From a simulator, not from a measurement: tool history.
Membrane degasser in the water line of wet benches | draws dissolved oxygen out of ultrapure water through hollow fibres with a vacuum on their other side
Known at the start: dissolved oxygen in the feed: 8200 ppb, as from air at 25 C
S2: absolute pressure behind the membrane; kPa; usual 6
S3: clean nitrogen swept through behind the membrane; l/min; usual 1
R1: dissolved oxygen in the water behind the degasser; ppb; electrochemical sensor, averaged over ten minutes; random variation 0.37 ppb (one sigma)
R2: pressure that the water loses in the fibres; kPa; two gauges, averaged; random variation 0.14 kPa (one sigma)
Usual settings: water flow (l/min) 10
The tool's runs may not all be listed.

Run 1, day 0: usual settings. Result: R1 77.3 ppb, R2 37.38 kPa.
Run 2, day 2.167: usual settings. Result: R1 77.7 ppb, R2 37.28 kPa.
Run 3, day 3.538: usual settings. Result: R1 77.4 ppb, R2 37.25 kPa.
Run 4, day 6.317: usual settings but S2 10.97 kPa. Result: R1 192.5 ppb, R2 37.45 kPa.
Run 5, day 7.858: usual settings but S2 10.97 kPa. Result: R1 192.6 ppb, R2 37.1 kPa.
Run 6, day 9.5: usual settings but S2 10.97 kPa. Result: R1 192.7 ppb, R2 37.17 kPa.
Run 7, day 11.833: usual settings but S2 10.97 kPa. Result: R1 191.8 ppb, R2 37.34 kPa.
Run 8, day 13.021: usual settings but S2 10.97 kPa. Result: R1 190.9 ppb, R2 37.31 kPa.
Run 9, day 15.075: usual settings but water flow (l/min) 12. Result: R1 101.4 ppb, R2 45.02 kPa.
Run 10, day 16.642: usual settings but water flow (l/min) 12, S3 0.57 l/min. Result: R1 153.1 ppb, R2 44.82 kPa.
Run 11, day 18.117: usual settings. Result: R1 77.6 ppb, R2 37.28 kPa.
At day 19.338: vacuum gauge calibrated.
Run 12, day 20.617: usual settings. Result: R1 76.8 ppb, R2 37.38 kPa.
Run 13, day 23.083: usual settings but S2 9.61 kPa. Result: R1 160.6 ppb, R2 37.19 kPa.
Run 14, day 24.238: usual settings but S2 9.61 kPa. Result: R1 159.9 ppb, R2 37.44 kPa.
Run 15, day 26.162: usual settings but water flow (l/min) 9, S2 5.16 kPa, S3 0.96 l/min. Result: R1 50.7 ppb, R2 33.78 kPa.
Run 16, day 27.554: usual settings but S2 7.19 kPa, S3 1.09 l/min. Result: R1 98 ppb, R2 37.19 kPa.
Run 17, day 30.275: usual settings but S2 11.12 kPa, S3 0.97 l/min. Result: R1 198.4 ppb, R2 37.35 kPa.
Run 18, day 32.708: usual settings but water flow (l/min) 12, S2 6.52 kPa, S3 2.23 l/min. Result: R1 67.4 ppb, R2 44.66 kPa.
Run 19, day 35.238: usual settings but water flow (l/min) 7, S2 12.71 kPa, S3 1.29 l/min. Result: R1 125.9 ppb, R2 26.16 kPa.
Run 20, day 36.833: usual settings but water flow (l/min) 7, S2 12.71 kPa, S3 1.29 l/min. Result: R1 126.3 ppb, R2 25.98 kPa.
Run 21, day 39.45: usual settings but S2 10.37 kPa. Result: R1 178.7 ppb, R2 37.32 kPa.
Run 22, day 41.871: usual settings but S2 3.78 kPa, S3 1.31 l/min. Result: R1 22.1 ppb, R2 37.17 kPa.
Run 23, day 43.629: usual settings but water flow (l/min) 12, S2 3.78 kPa, S3 0.47 l/min. Result: R1 55.9 ppb, R2 44.86 kPa.
Run 24, day 45.079: usual settings but water flow (l/min) 12, S2 3.78 kPa, S3 0.47 l/min. Result: R1 55.9 ppb, R2 45.1 kPa.
Run 25, day 46.333: usual settings but water flow (l/min) 12, S2 3.78 kPa, S3 2.66 l/min. Result: R1 30.3 ppb, R2 44.71 kPa.
Run 26, day 48.025: usual settings but water flow (l/min) 12, S2 5.65 kPa, S3 1.21 l/min. Result: R1 81.4 ppb, R2 45.11 kPa.
Run 27, day 50.588: usual settings but water flow (l/min) 9, S2 11.99 kPa, S3 0.88 l/min. Result: R1 215.2 ppb, R2 33.46 kPa.

3 ways to go on from here, each from the tool as it stands after run 27. What would each give?
Run A, day 52.467: usual settings but water flow (l/min) 16, S2 4.55 kPa, S3 0.56 l/min. Result: R1 ?, R2 ?.
Run B, day 52.467: usual settings but S2 6.02 kPa. Result: R1 ?, R2 ?.
Run C, day 52.467: usual settings but water flow (l/min) 9, S2 9.33 kPa, S3 0.41 l/min. Result: R1 ?, R2 ?.

run     R1     R2
  A  144.6  59.81
  B   77.9  37.47
  C  294.4   33.6
Without the tool's hidden state the same runs would have given:
run     R1     R2
  A  144.5  59.81
  B   77.9  37.46
  C  294.3  33.59
